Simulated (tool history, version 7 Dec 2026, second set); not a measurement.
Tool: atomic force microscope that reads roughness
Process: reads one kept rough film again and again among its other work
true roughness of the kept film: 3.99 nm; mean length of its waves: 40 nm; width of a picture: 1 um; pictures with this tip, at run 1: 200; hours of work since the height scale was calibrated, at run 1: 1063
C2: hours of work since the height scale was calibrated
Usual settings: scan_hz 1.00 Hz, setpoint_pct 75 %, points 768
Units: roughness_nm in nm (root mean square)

{"run": 1, "hour": 0.0, "scan_hz": 1.0, "setpoint_pct": 75, "points": 768, "pictures with this tip": 200, "C2": 1063, "roughness_nm": 3.552}
{"run": 2, "hour": 44.8, "scan_hz": 1.0, "setpoint_pct": 75, "points": 269, "pictures with this tip": 280, "C2": 1090, "roughness_nm": 3.541}
{"hour": 65.5, "done": "new tip fitted"}
{"run": 3, "hour": 81.5, "scan_hz": 1.0, "setpoint_pct": 75, "points": 269, "pictures with this tip": 29, "C2": 1112, "roughness_nm": 3.528}
{"run": 4, "hour": 143.6, "scan_hz": 2.3, "setpoint_pct": 75, "points": 768, "pictures with this tip": 141, "C2": 1149, "roughness_nm": 3.345}
{"run": 5, "hour": 185.9, "scan_hz": 2.3, "setpoint_pct": 75, "points": 768, "pictures with this tip": 217, "C2": 1174, "roughness_nm": 3.377}
{"run": 6, "hour": 229.3, "scan_hz": 2.3, "setpoint_pct": 75, "points": 768, "pictures with this tip": 295, "C2": 1200, "roughness_nm": 3.386}
{"hour": 241.7, "done": "new tip fitted"}
{"run": 7, "hour": 296.4, "scan_hz": 2.3, "setpoint_pct": 75, "points": 768, "pictures with this tip": 99, "C2": 1240, "roughness_nm": 3.357}
{"run": 8, "hour": 325.5, "scan_hz": 2.3, "setpoint_pct": 75, "points": 768, "pictures with this tip": 151, "C2": 1257, "roughness_nm": 3.355}
{"run": 9, "hour": 360.0, "scan_hz": 1.19, "setpoint_pct": 56, "points": 768, "pictures with this tip": 213, "C2": 1278, "roughness_nm": 3.667}
{"hour": 420.6, "done": "new tip fitted"}
{"run": 10, "hour": 428.5, "scan_hz": 1.19, "setpoint_pct": 77, "points": 415, "pictures with this tip": 14, "C2": 1319, "roughness_nm": 3.511}
{"run": 11, "hour": 465.2, "scan_hz": 1.01, "setpoint_pct": 59, "points": 284, "pictures with this tip": 80, "C2": 1341, "roughness_nm": 3.643}
{"run": 12, "hour": 533.8, "scan_hz": 1.01, "setpoint_pct": 67, "points": 474, "pictures with this tip": 204, "C2": 1382, "roughness_nm": 3.631}

Run 13 comes next. What will it give?
{"run": 13, "hour": 581.0, "scan_hz": 2.08, "setpoint_pct": 67, "points": 320, "pictures with this tip": 288, "C2": 1410, "roughness_nm": "?"}

Run 13 gave roughness_nm 3.491 nm (root mean square).
Without the tool's hidden state the same run would have given roughness_nm 3.497 nm (root mean square).
